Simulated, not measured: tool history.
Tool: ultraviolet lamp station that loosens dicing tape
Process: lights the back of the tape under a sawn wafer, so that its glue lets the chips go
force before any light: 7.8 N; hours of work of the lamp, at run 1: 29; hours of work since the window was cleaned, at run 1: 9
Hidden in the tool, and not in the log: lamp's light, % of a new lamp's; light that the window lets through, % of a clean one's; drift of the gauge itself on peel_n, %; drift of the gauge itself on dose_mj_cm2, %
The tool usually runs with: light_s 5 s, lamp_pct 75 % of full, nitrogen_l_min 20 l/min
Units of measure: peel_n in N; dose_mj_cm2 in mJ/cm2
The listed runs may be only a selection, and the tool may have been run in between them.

run	hour	light_s	lamp_pct	nitrogen_l_min	hours of work of the lamp	hours of work since the window was cleaned	peel_n	dose_mj_cm2
1	0	5	75	20	29	9	0.311	504
2	5.7	5	75	6	32	12	0.597	498
3	13.7	5	75	20	37	17	0.309	488
4	20.8	5	75	20	41	21	0.321	487
5	26.6	5	75	20	45	25	0.326	495
6	30.4	5	75	20	47	27	0.334	494
7	38.1	5	78	20	52	32	0.312	511
8	44.2	5	78	20	55	35	0.31	506
9	51.5	5	75	20	60	40	0.334	483
10	59.2	5	75	20	64	44	0.324	485
11	67.8	4	72	20	69	50	0.553	367
12	73.4	4	86	20	73	53	0.399	440
13	78.6	9	75	13	76	56	0.198	861
14	84.5	5	90	20	79	60	0.25	579
15	89.7	5	90	20	82	63	0.27	567
16	93.5	5	90	20	85	65	0.255	568
17	101.8	5	70	20	90	70	0.392	441
18	108.5	2	92	14	94	74	1.586	231
19	114	6	65	7	97	77	0.561	488
20	118.6	2	97	10	100	80	1.627	240

What if the next run were any one of these 5? Each begins from the tool's condition after run 20:
A	125	8	92	8	104	84	?	?
B	125	7	75	9	104	84	?	?
C	125	5	99	7	104	84	?	?
D	125	3	91	8	104	84	?	?
E	125	2	70	8	104	84	?	?

run	peel_n	dose_mj_cm2
A	0.192	926
B	0.281	653
C	0.346	620
D	1.039	346
E	2.637	178
What these runs would have given with no unlogged condition in the tool:
run	peel_n	dose_mj_cm2
A	0.182	1012
B	0.247	714
C	0.294	678
D	0.882	378
E	2.396	194
